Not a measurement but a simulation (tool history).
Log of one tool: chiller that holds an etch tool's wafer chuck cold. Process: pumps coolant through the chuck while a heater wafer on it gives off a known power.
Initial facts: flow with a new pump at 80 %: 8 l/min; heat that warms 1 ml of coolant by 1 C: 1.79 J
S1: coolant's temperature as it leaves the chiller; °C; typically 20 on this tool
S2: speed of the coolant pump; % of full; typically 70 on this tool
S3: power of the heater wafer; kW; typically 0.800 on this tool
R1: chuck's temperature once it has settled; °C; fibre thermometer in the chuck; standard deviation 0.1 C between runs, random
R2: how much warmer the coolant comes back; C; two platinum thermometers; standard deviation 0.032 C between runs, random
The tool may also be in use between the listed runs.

run,hour,S1,S2,S3,R1,R2
1,0.0,20,70,0.800,31.3,3.92
2,130.2,20,70,0.800,31.3,3.90
3,208.4,20,70,0.800,31.3,3.89
# hour 300.5: chiller's thermometer calibrated
4,300.5,20,70,0.800,30.9,3.88
5,374.5,20,70,0.892,32.1,4.44
6,444.5,20,70,0.892,32.1,4.42
7,503.2,20,70,0.892,32.4,4.41
8,609.0,20,70,0.892,32.4,4.41
9,736.8,20,70,0.800,31.1,3.91
10,797.2,13,86,0.800,22.5,3.26
11,892.3,13,76,0.571,20.5,2.56
12,1001.7,20,76,0.702,29.5,3.21
13,1079.1,23,70,0.800,34.4,3.99
14,1193.3,23,70,0.800,34.2,3.94
15,1301.2,11,70,0.800,22.4,4.08
16,1374.2,11,65,0.479,18.2,2.57
17,1494.8,11,65,0.479,18.4,2.60
18,1569.0,20,90,0.800,29.7,3.02

Branching from run 18: 3 alternative next runs. What would each branch give?
A,1695.7,20,90,0.529,?,?
B,1695.7,20,90,0.454,?,?
C,1695.7,20,95,0.646,?,?

run,R1,R2
A,26.3,2.03
B,25.5,1.74
C,27.6,2.37
Take away the tool's hidden state, keep each run's random variation, and the runs would have read:
run,R1,R2
A,25.3,1.97
B,24.6,1.69
C,26.5,2.30
